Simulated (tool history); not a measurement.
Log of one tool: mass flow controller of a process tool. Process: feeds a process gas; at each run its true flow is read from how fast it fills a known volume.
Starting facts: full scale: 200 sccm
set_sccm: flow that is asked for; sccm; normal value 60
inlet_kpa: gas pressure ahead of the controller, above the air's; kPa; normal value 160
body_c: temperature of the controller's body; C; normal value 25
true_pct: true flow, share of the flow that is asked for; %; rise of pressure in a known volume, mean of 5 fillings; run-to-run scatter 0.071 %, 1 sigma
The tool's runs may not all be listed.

| run | hour | set_sccm | inlet_kpa | body_c | true_pct |
|---|---|---|---|---|---|
| 1 | 0.0 | 60 | 160 | 25 | 99.60 |
| 2 | 119.8 | 60 | 251 | 25 | 99.62 |
| 3 | 226.1 | 60 | 251 | 25 | 99.63 |
| 4 | 411.9 | 60 | 160 | 25 | 99.25 |
| 5 | 507.8 | 46 | 160 | 25 | 99.12 |
| 6 | 665.7 | 46 | 223 | 25 | 99.12 |
| 7 | 822.7 | 46 | 223 | 25 | 99.01 |
| 8 | 998.4 | 128 | 223 | 25 | 99.24 |
| 9 | 1163.0 | 60 | 271 | 25 | 99.02 |
| 10 | 1344.9 | 60 | 160 | 25 | 98.74 |
| 11 | 1493.9 | 60 | 160 | 25 | 98.56 |
| 12 | 1626.7 | 60 | 160 | 25 | 98.44 |
| 13 | 1792.5 | 162 | 160 | 25 | 98.66 |
| 14 | 1993.8 | 31 | 160 | 25 | 98.05 |
| 15 | 2083.3 | 31 | 160 | 25 | 97.94 |
| 16 | 2178.0 | 60 | 160 | 25 | 97.95 |
| 17 | 2350.6 | 60 | 160 | 25 | 97.92 |
|  | 2544.6 | gauge calibrated |
| 18 | 2550.2 | 60 | 160 | 30 | 99.73 |
| 19 | 2648.4 | 60 | 160 | 30 | 99.63 |
| 20 | 2736.7 | 116 | 160 | 25 | 99.52 |
| 21 | 2829.3 | 116 | 160 | 25 | 99.46 |
| 22 | 2982.2 | 39 | 160 | 20 | 99.09 |
| 23 | 3161.8 | 104 | 207 | 34 | 99.64 |
| 24 | 3335.4 | 60 | 247 | 25 | 99.17 |

What does the tool deliver on the next run?
| 25 | 3511.9 | 60 | 247 | 25 | ? |

{"run 25": {"true_pct": 99.19}}
With the hidden condition absent and the run-to-run variation left alone, this run would have shown true_pct 99.85 %.

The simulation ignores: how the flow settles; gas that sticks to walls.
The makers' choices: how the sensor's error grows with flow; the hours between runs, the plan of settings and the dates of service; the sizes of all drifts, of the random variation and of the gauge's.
